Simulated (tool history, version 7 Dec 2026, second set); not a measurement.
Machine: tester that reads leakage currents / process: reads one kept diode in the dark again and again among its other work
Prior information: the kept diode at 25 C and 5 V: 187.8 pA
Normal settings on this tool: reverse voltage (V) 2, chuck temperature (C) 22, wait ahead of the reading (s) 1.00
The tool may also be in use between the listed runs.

run     day  reverse voltage (V)  chuck temperature (C)  wait ahead of the reading (s)  current that the tester gives (pA)
  1   0.000                    2                     22                           1.00                              100.04
  2   3.833                    2                     22                           1.00                               99.60
  3   8.221                    2                     22                           1.00                              100.24
  4  11.579                    2                     22                           1.00                              100.48
  5  15.396                    2                     22                           1.00                               99.69
  6  21.200                    2                     22                           1.00                              100.47
  7  24.404                    2                     22                           1.00                              100.26
  8  30.562                    2                     22                           1.00                               99.98
  9  36.133                    2                     22                           1.00                              100.40
 10  41.383                    2                     22                           1.00                              100.42
 11  47.125                    2                     22                           1.00                              100.49
 12  51.400                    2                     32                           6.10                              220.56
 13  56.658                    2                     32                           6.10                              221.25
     57.300  -- chuck's temperature calibrated
 14  61.588                    2                     43                           0.77                              502.05

Run 15, settings as shown, results not yet in. Your forecast:
 15  65.854                    2                     43                           6.26                                   ?

current that the tester gives (pA): 499.61
If the tool had no hidden condition, the same run with the same run-to-run variation would have returned current that the tester gives (pA) 499.52.

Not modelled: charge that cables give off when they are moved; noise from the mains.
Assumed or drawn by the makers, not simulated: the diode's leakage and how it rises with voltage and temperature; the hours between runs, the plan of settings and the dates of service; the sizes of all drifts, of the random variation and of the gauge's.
